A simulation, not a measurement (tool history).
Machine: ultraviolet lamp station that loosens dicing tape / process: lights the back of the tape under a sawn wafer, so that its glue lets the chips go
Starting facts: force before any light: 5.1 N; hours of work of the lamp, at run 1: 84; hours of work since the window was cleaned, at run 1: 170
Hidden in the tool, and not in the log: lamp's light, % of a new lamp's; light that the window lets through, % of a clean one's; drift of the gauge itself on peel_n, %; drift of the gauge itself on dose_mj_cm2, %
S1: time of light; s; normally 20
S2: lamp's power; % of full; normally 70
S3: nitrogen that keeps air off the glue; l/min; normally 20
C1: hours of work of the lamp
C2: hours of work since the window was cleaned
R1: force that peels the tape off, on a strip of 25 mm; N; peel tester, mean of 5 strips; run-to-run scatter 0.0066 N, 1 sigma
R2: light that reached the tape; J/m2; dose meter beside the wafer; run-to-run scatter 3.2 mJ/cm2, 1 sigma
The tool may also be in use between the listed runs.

{"run": 1, "hour": 0.0, "S1": 20, "S2": 70, "S3": 20, "C1": 84, "C2": 170, "R1": 0.215, "R2": 5000}
{"run": 2, "hour": 7.3, "S1": 20, "S2": 70, "S3": 20, "C1": 89, "C2": 174, "R1": 0.208, "R2": 4980}
{"run": 3, "hour": 12.8, "S1": 20, "S2": 66, "S3": 20, "C1": 92, "C2": 178, "R1": 0.236, "R2": 4680}
{"run": 4, "hour": 19.4, "S1": 20, "S2": 66, "S3": 20, "C1": 96, "C2": 182, "R1": 0.239, "R2": 4710}
{"run": 5, "hour": 24.6, "S1": 20, "S2": 66, "S3": 20, "C1": 100, "C2": 185, "R1": 0.24, "R2": 4710}
{"run": 6, "hour": 31.2, "S1": 20, "S2": 81, "S3": 20, "C1": 104, "C2": 189, "R1": 0.167, "R2": 5740}
{"run": 7, "hour": 37.4, "S1": 15, "S2": 70, "S3": 20, "C1": 108, "C2": 193, "R1": 0.396, "R2": 3760}
{"run": 8, "hour": 44.8, "S1": 14, "S2": 70, "S3": 20, "C1": 112, "C2": 198, "R1": 0.448, "R2": 3430}
{"run": 9, "hour": 51.9, "S1": 14, "S2": 70, "S3": 20, "C1": 117, "C2": 202, "R1": 0.47, "R2": 3430}
{"run": 10, "hour": 56.2, "S1": 14, "S2": 70, "S3": 20, "C1": 119, "C2": 205, "R1": 0.477, "R2": 3510}
{"run": 11, "hour": 64.2, "S1": 14, "S2": 70, "S3": 20, "C1": 125, "C2": 210, "R1": 0.464, "R2": 3470}
{"run": 12, "hour": 69.2, "S1": 20, "S2": 70, "S3": 20, "C1": 128, "C2": 213, "R1": 0.208, "R2": 4980}
{"run": 13, "hour": 73.9, "S1": 20, "S2": 70, "S3": 9, "C1": 131, "C2": 216, "R1": 0.35, "R2": 4950}
{"run": 14, "hour": 80.8, "S1": 20, "S2": 70, "S3": 9, "C1": 135, "C2": 221, "R1": 0.36, "R2": 4970}
{"run": 15, "hour": 85.6, "S1": 20, "S2": 70, "S3": 20, "C1": 138, "C2": 224, "R1": 0.209, "R2": 4980}
{"run": 16, "hour": 91.5, "S1": 20, "S2": 70, "S3": 20, "C1": 142, "C2": 227, "R1": 0.22, "R2": 4930}
{"run": 17, "hour": 100.8, "S1": 20, "S2": 70, "S3": 20, "C1": 148, "C2": 233, "R1": 0.2, "R2": 5010}
{"run": 18, "hour": 109.3, "S1": 20, "S2": 70, "S3": 20, "C1": 153, "C2": 239, "R1": 0.212, "R2": 4960}
{"run": 19, "hour": 114.4, "S1": 20, "S2": 77, "S3": 20, "C1": 156, "C2": 242, "R1": 0.178, "R2": 5490}
{"run": 20, "hour": 123.1, "S1": 20, "S2": 70, "S3": 20, "C1": 162, "C2": 247, "R1": 0.225, "R2": 5000}
{"run": 21, "hour": 130.0, "S1": 20, "S2": 70, "S3": 20, "C1": 166, "C2": 252, "R1": 0.217, "R2": 4930}
{"run": 22, "hour": 137.4, "S1": 10, "S2": 70, "S3": 18, "C1": 171, "C2": 256, "R1": 0.895, "R2": 2430}
{"run": 23, "hour": 146.4, "S1": 10, "S2": 70, "S3": 18, "C1": 176, "C2": 262, "R1": 0.908, "R2": 2480}
{"run": 24, "hour": 154.5, "S1": 10, "S2": 70, "S3": 7, "C1": 182, "C2": 267, "R1": 1.355, "R2": 2480}
{"run": 25, "hour": 161.6, "S1": 10, "S2": 70, "S3": 7, "C1": 186, "C2": 272, "R1": 1.368, "R2": 2470}
{"run": 26, "hour": 166.3, "S1": 20, "S2": 82, "S3": 20, "C1": 189, "C2": 275, "R1": 0.154, "R2": 5790}
{"run": 27, "hour": 175.0, "S1": 21, "S2": 70, "S3": 20, "C1": 194, "C2": 280, "R1": 0.191, "R2": 5270}
{"run": 28, "hour": 181.4, "S1": 20, "S2": 60, "S3": 26, "C1": 198, "C2": 284, "R1": 0.24, "R2": 4240}
{"run": 29, "hour": 185.6, "S1": 20, "S2": 60, "S3": 26, "C1": 201, "C2": 287, "R1": 0.256, "R2": 4240}
{"hour": 193.1, "done": "window cleaned of glue's vapour"}
{"run": 30, "hour": 193.2, "S1": 20, "S2": 60, "S3": 26, "C1": 206, "C2": 0, "R1": 0.251, "R2": 4310}
{"run": 31, "hour": 201.9, "S1": 14, "S2": 65, "S3": 7, "C1": 211, "C2": 6, "R1": 0.924, "R2": 3200}
{"run": 32, "hour": 208.6, "S1": 14, "S2": 65, "S3": 7, "C1": 215, "C2": 10, "R1": 0.938, "R2": 3270}
{"run": 33, "hour": 213.3, "S1": 14, "S2": 65, "S3": 7, "C1": 218, "C2": 13, "R1": 0.914, "R2": 3290}
{"run": 34, "hour": 218.1, "S1": 33, "S2": 96, "S3": 24, "C1": 221, "C2": 16, "R1": 0.09, "R2": 11250}
{"run": 35, "hour": 223.9, "S1": 20, "S2": 71, "S3": 8, "C1": 225, "C2": 19, "R1": 0.362, "R2": 5050}
{"run": 36, "hour": 228.1, "S1": 20, "S2": 77, "S3": 10, "C1": 228, "C2": 22, "R1": 0.27, "R2": 5500}
{"run": 37, "hour": 234.2, "S1": 20, "S2": 77, "S3": 10, "C1": 231, "C2": 26, "R1": 0.248, "R2": 5380}
{"run": 38, "hour": 238.2, "S1": 12, "S2": 73, "S3": 12, "C1": 234, "C2": 28, "R1": 0.735, "R2": 3140}
{"run": 39, "hour": 242.0, "S1": 12, "S2": 73, "S3": 12, "C1": 236, "C2": 31, "R1": 0.744, "R2": 3060}
{"run": 40, "hour": 247.4, "S1": 12, "S2": 73, "S3": 12, "C1": 240, "C2": 34, "R1": 0.768, "R2": 3120}
{"run": 41, "hour": 254.2, "S1": 12, "S2": 73, "S3": 12, "C1": 244, "C2": 39, "R1": 0.734, "R2": 3090}
{"run": 42, "hour": 261.2, "S1": 25, "S2": 97, "S3": 12, "C1": 249, "C2": 43, "R1": 0.117, "R2": 8610}

Hidden condition of the tool, last listed run before each entry between runs versus first listed run after:
Logged between run 29 and run 30: window cleaned of glue's vapour (hour 193.1)
  light that the window lets through, % of a clean one's: 99.9 -> 100

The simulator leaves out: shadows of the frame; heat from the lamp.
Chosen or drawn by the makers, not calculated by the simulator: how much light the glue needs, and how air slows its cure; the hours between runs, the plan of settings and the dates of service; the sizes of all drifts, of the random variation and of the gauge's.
